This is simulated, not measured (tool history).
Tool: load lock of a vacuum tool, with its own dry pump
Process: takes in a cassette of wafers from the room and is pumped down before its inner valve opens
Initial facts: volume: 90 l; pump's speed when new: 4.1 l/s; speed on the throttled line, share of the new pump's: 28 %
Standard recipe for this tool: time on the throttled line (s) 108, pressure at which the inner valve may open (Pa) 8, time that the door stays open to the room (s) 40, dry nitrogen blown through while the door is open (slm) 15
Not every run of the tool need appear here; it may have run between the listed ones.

run    hour  time on the throttled line (s)  pressure at which the inner valve may open (Pa)  time that the door stays open to the room (s)  dry nitrogen blown through while the door is open (slm)  incoming humidity of the room's air, %  time from the closed door until the inner valve may open (s)  rise of the pressure with all valves shut (Pa/min)
  1     0.0                             108                                                8                                             40                                                       15                                    41.3                                                         305.1                                               0.476
  2   333.4                             110                                                8                                             40                                                       15                                    45.1                                                         307.6                                               0.535
  3   655.6                             110                                                8                                             40                                                       15                                    44.6                                                         306.5                                               0.591
      894.1  -- door's seal changed, seat wiped
  4  1043.4                             108                                                8                                             40                                                       15                                    43.9                                                         307.9                                               0.027
  5  1268.4                             108                                                8                                             40                                                       15                                    44.6                                                         308.6                                               0.037
  6  1709.8                             108                                                8                                             40                                                       15                                    43.7                                                         309.1                                               0.061
  7  1947.3                             108                                                8                                             40                                                       15                                    41.1                                                         308.7                                               0.071
  8  2288.0                             108                                                8                                             40                                                       15                                    46.2                                                         310.8                                               0.094
  9  2633.9                             108                                                8                                             40                                                       15                                    45.0                                                         310.8                                               0.121
 10  3121.6                             108                                               10                                             40                                                       15                                    44.0                                                         307.7                                               0.167
 11  3499.1                             108                                               10                                             40                                                       15                                    43.3                                                         307.2                                               0.203
     3642.4  -- dry pump taken out, an overhauled one fitted
 12  3727.6                             108                                               10                                             40                                                       20                                    46.6                                                         284.7                                               0.225
 13  3938.0                             108                                               10                                             40                                                       20                                    45.4                                                         284.0                                               0.245
 14  4431.2                             108                                               10                                             40                                                       20                                    42.0                                                         286.6                                               0.299
 15  4698.9                             134                                               10                                             40                                                       20                                    49.3                                                         304.7                                               0.339
 16  4938.7                             136                                               10                                             69                                                       32                                    43.9                                                         305.4                                               0.373
 17  5169.7                              94                                                8                                             40                                                       22                                    45.3                                                         282.4                                               0.409
 18  5426.1                             108                                               13                                             40                                                        7                                    46.1                                                         282.9                                               0.460
 19  5765.3                              76                                                6                                            107                                                        8                                    49.8                                                         279.1                                               0.509
 20  6197.8                             108                                                8                                            186                                                       15                                    43.9                                                         297.5                                               0.575
 21  6695.6                             108                                                8                                            186                                                       15                                    44.2                                                         293.6                                               0.661
     6983.9  -- door's seal changed, seat wiped
 22  6983.9                              59                                               12                                             78                                                       15                                    42.2                                                         253.0                                               0.025
 23  7417.8                              59                                               12                                             78                                                       15                                    45.0                                                         250.9                                               0.056
 24  7813.9                              59                                               12                                             78                                                       15                                    43.4                                                         253.1                                               0.065

3 options for the next run, each taken on its own from the tool as it stands now. Forecast them:
  A  8065.3                              59                                                8                                             76                                                        4                                    45.4                                                             ?                                                   ?
  B  8065.3                              65                                                9                                             78                                                        9                                    44.7                                                             ?                                                   ?
  C  8065.3                              59                                                8                                             40                                                        5                                    46.0                                                             ?                                                   ?

run  time from the closed door until the inner valve may open (s)  rise of the pressure with all valves shut (Pa/min)
  A                                                         263.0                                               0.098
  B                                                         266.0                                               0.092
  C                                                         262.0                                               0.086
Without the tool's unlogged condition, the same runs would have read:
run  time from the closed door until the inner valve may open (s)  rise of the pressure with all valves shut (Pa/min)
  A                                                         252.9                                               0.047
  B                                                         256.1                                               0.039
  C                                                         252.0                                               0.033

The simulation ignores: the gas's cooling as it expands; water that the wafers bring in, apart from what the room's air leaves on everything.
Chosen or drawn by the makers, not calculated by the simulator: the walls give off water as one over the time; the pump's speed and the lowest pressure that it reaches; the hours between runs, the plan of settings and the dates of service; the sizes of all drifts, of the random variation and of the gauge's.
